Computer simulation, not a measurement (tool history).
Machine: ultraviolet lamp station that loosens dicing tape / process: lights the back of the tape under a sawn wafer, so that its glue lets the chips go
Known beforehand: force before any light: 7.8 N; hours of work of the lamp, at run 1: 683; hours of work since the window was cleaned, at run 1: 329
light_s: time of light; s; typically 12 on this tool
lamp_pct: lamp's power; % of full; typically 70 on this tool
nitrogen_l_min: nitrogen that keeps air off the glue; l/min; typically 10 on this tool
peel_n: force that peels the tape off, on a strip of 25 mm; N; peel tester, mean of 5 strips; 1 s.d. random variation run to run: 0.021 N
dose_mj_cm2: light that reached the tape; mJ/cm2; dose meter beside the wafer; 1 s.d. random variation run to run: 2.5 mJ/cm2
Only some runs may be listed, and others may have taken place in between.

run	hour	light_s	lamp_pct	nitrogen_l_min	hours of work of the lamp	hours of work since the window was cleaned	peel_n	dose_mj_cm2
1	0.0	12	70	10	683	329	2.189	187
2	26.8	12	70	10	696	341	2.297	182
3	73.5	12	70	10	718	363	2.242	177
4	111.1	12	70	10	735	380	2.269	170
5	163.5	12	70	10	760	405	2.323	173
# hour 167.2: window cleaned of glue's vapour
6	186.1	12	70	10	770	9	2.488	166
7	213.6	14	70	10	783	22	2.042	193
8	246.5	14	70	10	798	37	2.162	191
9	284.1	14	70	10	815	54	2.196	185
10	309.6	14	70	10	827	66	2.193	182
11	356.7	7	78	6	849	88	4.291	100
12	394.4	9	96	10	867	106	2.618	154
13	442.6	6	80	10	889	128	4.385	84
# hour 478.8: window cleaned of glue's vapour, once more
# hour 479.8: lamp changed
14	494.9	6	80	10	7	7	2.316	166
15	536.8	12	87	8	27	27	0.802	362
16	560.7	12	87	8	38	38	0.791	357
17	582.8	12	89	9	48	48	0.725	365
18	613.8	7	87	9	62	62	1.976	207
19	659.5	9	62	9	84	84	2.191	186

For each entry between runs, how does the tool's hidden state at the last listed run before it compare with that at the first listed run after it?
Logged between run 5 and run 6: window cleaned of glue's vapour (hour 167.2)
  lamp's light, % of a new lamp's: 60.5 -> 60; light that the window lets through, % of a clean one's: 94.5 -> 92.2
  measured value less the no-hidden-state value, peel_n: +1.337 -> +1.471 N; dose_mj_cm2: -127 -> -133 mJ/cm2
Logged between run 13 and run 14: window cleaned of glue's vapour, once more (hour 478.8); lamp changed (hour 479.8)
  lamp's light, % of a new lamp's: 54.2 -> 99.6; light that the window lets through, % of a clean one's: 90.8 -> 99.2
  measured value less the no-hidden-state value, peel_n: +1.975 -> +0.032 N; dose_mj_cm2: -86 -> -2 mJ/cm2
